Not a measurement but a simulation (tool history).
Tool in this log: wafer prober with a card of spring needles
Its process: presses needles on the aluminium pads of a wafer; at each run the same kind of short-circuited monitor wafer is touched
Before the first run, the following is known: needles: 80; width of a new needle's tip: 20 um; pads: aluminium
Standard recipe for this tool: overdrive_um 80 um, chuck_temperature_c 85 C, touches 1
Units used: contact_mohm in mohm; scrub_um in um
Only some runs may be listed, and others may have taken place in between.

run   hour  overdrive_um  chuck_temperature_c  touches  contact_mohm  scrub_um
  1      0            80                   85        1           276     20.02
  2    4.4            80                  114        1           291     20.08
  3   10.9            80                   85        1           298     20.07
      14.4  -- tips cleaned on abrasive film
  4   15.6            80                   85        2           263        20
  5   23.5            80                   85        2           272     20.06
  6   31.3            80                   85        2           283        20
      33.1  -- tips cleaned on abrasive film
  7   37.3            80                   85        2           273     19.93
  8   43.6            80                   85        2           275     19.96
  9   51.2            80                   85        1           294        20
      52.1  -- tips cleaned on abrasive film
 10     58            80                   85        3           268     19.98
 11   63.9            67                   85        1           303     16.72
        71  -- tips cleaned on abrasive film
 12   71.7            67                   85        1           270     16.66
 13   76.5            67                   85        1           287     16.66
 14   81.3            80                   85        3           271     19.95
 15   89.1            80                   70        3           272     19.93
        90  -- tips cleaned on abrasive film
 16   95.7            80                   70        2           261      19.9
 17  101.3            80                   70        2           269     19.88
     109.5  -- tips cleaned on abrasive film
 18  109.8            80                   70        2           255     19.87
 19  115.6            72                   29        2           265     17.84
 20  121.5            72                  102        2           288     17.86
     128.4  -- tips cleaned on abrasive film
 21  128.4            64                   94        2           265     15.87
 22  137.9            63                   74        2           286      15.6
 23  142.6            63                   74        2           288     15.55
     147.7  -- tips cleaned on abrasive film
 24  152.4            82                   78        2           267     20.37
 25  157.8            72                   41        2           272     17.84
 26  165.6            80                   35        3           262      19.8
       167  -- tips cleaned on abrasive film
 27  172.8            64                   95        2           284     15.76
 28  178.7            80                   78        1           292      19.8
     185.8  -- tips cleaned on abrasive film
 29  185.8            80                  115        1           271     19.79
 30  194.1            80                  115        1           291     19.82
 31  201.9            87                   33        1           275     21.65
     204.7  -- tips cleaned on abrasive film
 32  210.2            60                   75        1           291     14.68
 33  216.6            63                   85        1           315     15.48
     223.9  -- tips cleaned on abrasive film
 34  224.5            96                   35        2           251     23.79

Some steps in contact_mohm between neighbouring runs. How much of each would the tool show without its hidden state too (settings, what came in, random variation), and how much is left for the hidden state, with any gauge scatter that isn't in both results?
Unlogged tool condition in this case: debris on the tips, nm; way that the needles fall short of the set height, um; tips' diameter, um; drift of the gauge itself on contact_mohm, %; drift of the gauge itself on scrub_um, %.
Run 3 -> 4: touches 1 -> 2, tips cleaned on abrasive film. contact_mohm -35 mohm: hidden state -28, all else -7.
Run 10 -> 11: overdrive_um 80 -> 67, touches 3 -> 1. contact_mohm +35 mohm: hidden state +34, all else +1.
Run 11 -> 12: tips cleaned on abrasive film. contact_mohm -33 mohm: hidden state -32, all else -1.
Run 33 -> 34: overdrive_um 63 -> 96, chuck_temperature_c 85 -> 35, touches 1 -> 2, tips cleaned on abrasive film. contact_mohm -64 mohm: hidden state -46, all else -18.
